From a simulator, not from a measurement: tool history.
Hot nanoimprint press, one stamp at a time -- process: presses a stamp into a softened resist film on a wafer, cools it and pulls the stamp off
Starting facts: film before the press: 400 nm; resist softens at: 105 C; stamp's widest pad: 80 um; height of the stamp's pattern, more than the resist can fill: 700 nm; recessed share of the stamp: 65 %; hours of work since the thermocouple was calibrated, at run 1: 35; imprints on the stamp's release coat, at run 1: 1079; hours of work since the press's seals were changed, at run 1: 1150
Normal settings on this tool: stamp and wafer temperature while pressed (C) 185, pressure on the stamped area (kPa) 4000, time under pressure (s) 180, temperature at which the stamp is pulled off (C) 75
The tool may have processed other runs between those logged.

run,day,stamp and wafer temperature while pressed (C),pressure on the stamped area (kPa),time under pressure (s),temperature at which the stamp is pulled off (C),hours of work since the thermocouple was calibrated,imprints on the stamp's release coat,hours of work since the press's seals were changed,resist left under the stamp's widest pad (angstrom),greatest force while the stamp is pulled off (N)
1,0.000,185,4000,180,75,35,1079,1150,1946,256
# day 0.679: stamp cleaned and given a new release coat
# day 1.012: press's hydraulic seals changed and the load cell set to zero
2,1.450,185,4000,180,75,51,27,8,1869,201
3,2.429,185,3540,180,75,68,88,25,1999,209
4,3.358,185,3540,180,75,85,145,42,2018,212
5,4.767,185,4000,180,75,110,233,66,1872,214
6,6.446,185,4000,180,75,139,337,96,1874,226
7,7.562,187,4000,180,75,159,406,116,1758,224
8,8.633,187,4000,180,75,178,473,135,1758,228
9,10.258,187,4000,346,75,207,574,164,1417,235
10,11.488,187,4000,346,75,229,650,186,1419,243
11,12.750,187,4000,346,75,251,728,208,1425,245
12,13.933,185,4000,180,75,272,802,229,1862,239
13,15.642,185,4000,180,75,302,908,259,1875,244
14,16.900,185,4000,180,75,325,986,281,1851,264
15,18.175,185,4000,180,75,347,1065,304,1853,256
# day 19.017: stamp cleaned and given a new release coat
# day 19.542: plate thermocouple calibrated
16,20.042,185,4000,180,75,9,56,331,1844,203
17,21.038,192,6020,180,75,26,118,348,1246,194
18,22.679,192,6020,180,75,56,220,377,1234,214
19,23.550,192,6020,180,75,71,274,393,1226,213
20,25.071,192,6020,180,75,98,368,420,1222,221
21,26.762,192,6020,180,75,128,473,450,1246,219
22,27.804,185,4000,125,77,146,538,468,2037,226
# day 29.392: plate thermocouple calibrated, once more
23,29.408,173,2660,125,77,0,630,494,3223,232
24,31.121,173,4650,180,71,31,736,525,2420,250
25,32.329,181,4000,134,75,52,811,546,2346,243
26,33.175,183,4000,341,80,67,864,561,1653,242
27,34.250,183,4000,341,80,86,930,580,1648,252
28,36.012,185,2660,180,81,117,1040,611,2339,256
# day 37.258: stamp cleaned and given a new release coat
29,37.412,185,4000,180,75,138,9,632,1946,202

Predict each of these 4 candidate next runs independently; none follows another, all start after run 29:
A,39.133,185,4430,180,75,168,116,662,?,?
B,39.133,185,2720,180,75,168,116,662,?,?
C,39.133,181,4000,91,60,168,116,662,?,?
D,39.133,185,4000,181,77,168,116,662,?,?

run,resist left under the stamp's widest pad (angstrom),greatest force while the stamp is pulled off (N)
A,1833,207
B,2359,203
C,2584,219
D,1921,208
Had the tool no hidden state, the same runs would have come out as:
run,resist left under the stamp's widest pad (angstrom),greatest force while the stamp is pulled off (N)
A,1781,200
B,2327,197
C,2533,211
D,1874,201
